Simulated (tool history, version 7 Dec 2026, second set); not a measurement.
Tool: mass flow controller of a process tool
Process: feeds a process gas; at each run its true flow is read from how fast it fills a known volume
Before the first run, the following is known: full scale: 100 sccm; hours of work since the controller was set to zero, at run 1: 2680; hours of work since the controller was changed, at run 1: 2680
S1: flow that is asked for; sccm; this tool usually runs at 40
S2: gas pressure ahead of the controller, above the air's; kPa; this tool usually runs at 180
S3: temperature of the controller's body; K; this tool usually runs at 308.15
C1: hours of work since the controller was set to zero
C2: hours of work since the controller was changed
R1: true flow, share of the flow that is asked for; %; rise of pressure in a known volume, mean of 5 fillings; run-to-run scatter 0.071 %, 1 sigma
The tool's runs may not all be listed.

run    hour  S1   S2      S3    C1    C2      R1
  1       0  40  180  308.15  2680  2680  100.31
  2   204.7  40  180  308.15  2812  2812  100.11
  3   396.5  48  180  308.15  2936  2936   100.3
  4     665  40  180  308.15  3109  3109  100.18
  5   787.5  40  180  308.15  3188  3188  100.12
  6   946.1  40  165  308.15  3291  3291   100.2
  7  1104.2  40  165  308.15  3393  3393  100.28
  8  1242.4  45  180  308.15  3482  3482  100.27
  9  1457.4  45  180  308.15  3621  3621  100.12
 10  1570.3  45  180  308.15  3693  3693  100.18
 11  1748.1  45  180  308.15  3808  3808  100.07
 12  1873.5  40  180  308.15  3889  3889  100.09
 13  2099.5  40  151  308.15  4035  4035  100.28
 14  2290.4  40  151  304.15  4158  4158   100.1
 15  2431.4  35  180  308.15  4249  4249  100.17
 16  2557.1  35  180  308.15  4330  4330  100.15
 17  2736.3  35  180  308.15  4446  4446  100.15
 18  2858.4  40  180  308.15  4525  4525  100.14
 19    2994  40  180  308.15  4612  4612  100.14
 20  3122.4  40  180  308.15  4695  4695  100.09
     3159.3  -- controller's zero set anew
 21    3368  40  180  308.15   135  4853  100.28
 22    3638  40  180  298.15   309  5027   99.93
 23  3911.2  40  180  298.15   485  5204   99.85
 24  4111.8  40  180  298.15   615  5333     100
 25  4247.8  70  180  299.15   702  5421  100.08
 26  4445.3  75  180  296.15   830  5548   99.86
 27  4558.6  75  180  296.15   903  5621   99.98
 28  4759.2  56  260  308.15  1032  5751   99.63
 29  4956.1  56  260  308.15  1159  5878   99.76
 30  5214.6  70  260  308.15  1326  6045   99.86
 31  5392.8  70  260  308.15  1441  6160   99.89
 32  5565.8  14  159  304.15  1553  6271  100.01
 33  5693.1  38  199  308.15  1635  6353  100.05
 34  5867.1  40  150  295.15  1747  6466  100.05
 35  6124.9  40  180  312.15  1913  6632  100.31
 36  6355.1  40  180  312.15  2062  6780  100.32
 37  6598.1  40  180  312.15  2219  6937  100.25
 38  6870.5  40  261  308.15  2395  7113   99.85
 39    6998  40  188  294.15  2477  7195   99.66
 40  7175.3  40  248  294.15  2591  7310   99.37
 41  7410.9  59  152  308.15  2743  7462  100.57
 42  7547.8  12  162  311.15  2832  7550  100.11
 43    7724  40  169  296.15  2945  7664    99.9
 44  7847.6  11  180  308.15  3025  7743  100.02
 45  7993.4  15  145  306.15  3119  7838  100.18
 46  8188.1  73  215  303.15  3245  7963   99.97
 47  8449.1  73  215  303.15  3413  8132  100.01

3 options for the next run, each taken on its own from the tool as it stands now. Forecast them:
  A  8623.7  90  215  308.15  3526  8244   ?
  B  8623.7  65  207  303.15  3526  8244   ?
  C  8623.7  52  231  308.15  3526  8244   ?

run      R1
  A  100.19
  B  100.07
  C   99.92
The same runs, with their run-to-run variation unchanged, on a tool lacking any hidden condition would have given:
run      R1
  A  100.18
  B  100.06
  C   99.92
